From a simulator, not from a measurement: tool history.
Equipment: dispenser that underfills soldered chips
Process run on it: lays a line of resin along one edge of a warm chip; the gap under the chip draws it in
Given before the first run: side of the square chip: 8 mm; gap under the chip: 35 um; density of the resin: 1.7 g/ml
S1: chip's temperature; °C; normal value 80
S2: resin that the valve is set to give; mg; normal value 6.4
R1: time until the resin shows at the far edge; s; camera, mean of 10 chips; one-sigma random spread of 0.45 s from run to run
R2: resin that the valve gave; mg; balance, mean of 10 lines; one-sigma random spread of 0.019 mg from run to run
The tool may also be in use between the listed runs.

Run 1, hour 0: usual settings. Result: R1 38.7 s, R2 6.25 mg.
Run 2, hour 2.2: usual settings but S2 6.54 mg. Result: R1 43.6 s, R2 6.37 mg.
Run 3, hour 4.6: usual settings but S2 6.25 mg. Result: R1 49.8 s, R2 6.02 mg.
At hour 7.3: new syringe of resin.
Run 4, hour 8.1: usual settings but S2 6.25 mg. Result: R1 36.4 s, R2 6.08 mg.
Run 5, hour 13: usual settings but S2 6.11 mg. Result: R1 48 s, R2 5.92 mg.
At hour 16.4: new syringe of resin.
Run 6, hour 18.6: usual settings but S2 6.11 mg. Result: R1 40.7 s, R2 5.9 mg.
Run 7, hour 21.9: usual settings but S2 6.11 mg. Result: R1 47.5 s, R2 5.91 mg.
At hour 24.5: dispensing valve cleaned and set on the balance.
Run 8, hour 25.6: usual settings but S1 72 °C. Result: R1 75.9 s, R2 6.43 mg.
At hour 26.7: new syringe of resin.
Run 9, hour 28.3: usual settings but S1 72 °C. Result: R1 54.5 s, R2 6.39 mg.
Run 10, hour 33.1: usual settings but S1 72 °C. Result: R1 70.7 s, R2 6.39 mg.
At hour 35.7: new syringe of resin.
Run 11, hour 35.9: usual settings but S1 72 °C, S2 7.92 mg. Result: R1 51 s, R2 7.87 mg.
Run 12, hour 40.9: usual settings but S1 84 °C. Result: R1 39.7 s, R2 6.39 mg.
Run 13, hour 44.2: usual settings but S1 84 °C. Result: R1 48 s, R2 6.37 mg.
At hour 44.8: new syringe of resin.
Run 14, hour 47.7: usual settings. Result: R1 43.3 s, R2 6.35 mg.
Run 15, hour 50.6: usual settings but S2 5.83 mg. Result: R1 49.6 s, R2 5.77 mg.
Run 16, hour 53.4: usual settings but S2 5.83 mg. Result: R1 57 s, R2 5.75 mg.
At hour 53.9: new syringe of resin.
Run 17, hour 58.8: usual settings. Result: R1 47.2 s, R2 6.35 mg.
Run 18, hour 61.4: usual settings but S1 70 °C, S2 6.49 mg. Result: R1 83 s, R2 6.4 mg.
At hour 63.1: new syringe of resin.
Run 19, hour 67: usual settings but S1 68 °C. Result: R1 72.5 s, R2 6.33 mg.
Run 20, hour 70.4: usual settings but S1 68 °C. Result: R1 87.1 s, R2 6.31 mg.
At hour 72.2: new syringe of resin.
Run 21, hour 76: usual settings but S1 68 °C. Result: R1 74.1 s, R2 6.29 mg.
At hour 81.2: new syringe of resin.
Run 22, hour 81.4: usual settings but S1 67 °C, S2 7.12 mg. Result: R1 63.4 s, R2 7.01 mg.
Run 23, hour 86.7: usual settings but S1 78 °C, S2 6.53 mg. Result: R1 53.1 s, R2 6.41 mg.
At hour 90.2: new syringe of resin.
Run 24, hour 92.1: usual settings but S1 69 °C, S2 7.6 mg. Result: R1 61.1 s, R2 7.45 mg.
Run 25, hour 95.4: usual settings but S1 77 °C, S2 7.6 mg. Result: R1 51.8 s, R2 7.46 mg.
At hour 99.3: new syringe of resin.
Run 26, hour 100.5: usual settings but S1 90 °C, S2 7.08 mg. Result: R1 25.5 s, R2 6.93 mg.
Run 27, hour 105.3: usual settings but S1 90 °C, S2 7.08 mg. Result: R1 33.3 s, R2 6.84 mg.
Run 28, hour 107.7: usual settings but S1 83 °C, S2 6.7 mg. Result: R1 50.9 s, R2 6.53 mg.
At hour 108.5: new syringe of resin.
Run 29, hour 112.5: usual settings but S1 83 °C, S2 6.7 mg. Result: R1 39.8 s, R2 6.5 mg.
Run 30, hour 117: usual settings but S1 85 °C, S2 6.11 mg. Result: R1 47.3 s, R2 5.93 mg.
At hour 117.6: new syringe of resin.
Run 31, hour 122.3: usual settings but S1 70 °C, S2 6.18 mg. Result: R1 70.5 s, R2 6.03 mg.
Run 32, hour 124.7: usual settings but S1 70 °C, S2 5.78 mg. Result: R1 81.5 s, R2 5.63 mg.
At hour 126.8: new syringe of resin.
Run 33, hour 129: usual settings but S1 70 °C, S2 5.78 mg. Result: R1 65.1 s, R2 5.59 mg.

Some steps in R1 between neighbouring runs. How much of each would the tool show without its hidden state too (settings, what came in, random variation), and how much is left for the hidden state, with any gauge scatter that isn't in both results?
Hidden state present: resin's viscosity, % of fresh resin's; dose that the valve gives, % of what is set; true chip temperature over the reading, C; drift of the gauge itself on fill_s, %; drift of the gauge itself on given_mg, %.
Run 7 -> 8: S1 80 -> 72, S2 6.11 -> 6.4, dispensing valve cleaned and set on the balance. R1 +28.4 s: hidden state +15, all else +13.4.
Run 8 -> 9: new syringe of resin. R1 -21.4 s: hidden state -22.3, all else +0.9.
Run 10 -> 11: S2 6.4 -> 7.92, new syringe of resin. R1 -19.7 s: hidden state -19.3, all else -0.4.
Run 17 -> 18: S1 80 -> 70, S2 6.4 -> 6.49. R1 +35.8 s: hidden state +17.8, all else +18.
Run 25 -> 26: S1 77 -> 90, S2 7.6 -> 7.08, new syringe of resin. R1 -26.3 s: hidden state -10.9, all else -15.4.

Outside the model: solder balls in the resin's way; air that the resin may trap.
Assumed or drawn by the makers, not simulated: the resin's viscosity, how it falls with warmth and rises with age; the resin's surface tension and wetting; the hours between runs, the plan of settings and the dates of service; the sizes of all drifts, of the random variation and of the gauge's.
